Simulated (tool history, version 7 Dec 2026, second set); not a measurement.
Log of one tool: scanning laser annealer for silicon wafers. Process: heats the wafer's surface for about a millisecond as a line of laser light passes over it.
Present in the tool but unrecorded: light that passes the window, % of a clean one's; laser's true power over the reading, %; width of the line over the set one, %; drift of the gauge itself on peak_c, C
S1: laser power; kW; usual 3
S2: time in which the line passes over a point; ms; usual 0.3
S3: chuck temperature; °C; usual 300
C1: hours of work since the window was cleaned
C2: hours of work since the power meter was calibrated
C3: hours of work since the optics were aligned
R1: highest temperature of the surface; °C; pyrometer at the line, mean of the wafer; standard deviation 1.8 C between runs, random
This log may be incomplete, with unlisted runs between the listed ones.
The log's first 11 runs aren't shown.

run    hour     S1     S2   S3   C1    C2   C3    R1
 12   703.5      3    0.3  300  110  1497  369  1023
 13   774.6      3    0.3  300  155  1542  414  1019
 14   836.7      3    0.3  300  194  1581  453  1016
 15   929.3      3    0.3  300  252  1640  512  1013
 16  1003.7      3    0.3  300  299  1687  559  1013
 17  1065.1      3    0.3  335  338  1726  598  1042
 18  1115.7      3    0.3  335  370  1758  630  1037
 19  1170.1      3    0.3  335  405  1792  664  1033
     1179.7  -- window over the wafer cleaned
 20    1254  2.851  0.221  281   47  1844  716   845
 21  1345.7  3.282  0.289  300  105  1902  774  1085
 22  1390.9  2.576    0.3  317  133  1930  802   899
 23  1447.9   3.27    0.3  317  170  1966  838  1115
 24  1530.9    2.7  0.298  317  222  2019  891   929
     1589.1  -- optics aligned, line set to its width
 25  1604.2    3.2    0.3  327  265  2062   10  1109
 26  1659.2    3.2    0.3  327  300  2097   44  1103
 27  1744.4    3.2    0.3  323  354  2151   98  1095
     1833.2  -- window over the wafer cleaned
 28  1841.2  2.993    0.3  285    5  2211  158  1009
 29  1916.3      3    0.3  284   53  2258  206  1009
 30  2003.7  3.038   0.37  286  108  2313  261  1112
 31  2078.1  3.038   0.37  286  155  2360  308  1106
 32  2139.2  3.079  0.268  286  193  2399  346   978
 33  2179.4  3.079  0.257  263  219  2424  372   937
 34  2260.3  3.079  0.257  263  270  2475  423   930
 35  2331.2  3.189  0.233  274  315  2520  468   934
 36    2420      3    0.3  327  371  2576  524  1026

Forecast each of these 3 alternatives for the next run:
  A  2462.3  2.718  0.293  330  398  2603  551   ?
  B  2462.3  2.974  0.309  329  398  2603  551   ?
  C  2462.3  2.907  0.291  338  398  2603  551   ?

run    R1
  A   934
  B  1032
  C   994
Without the tool's unlogged condition, the same runs would have read:
run    R1
  A   974
  B  1079
  C  1038
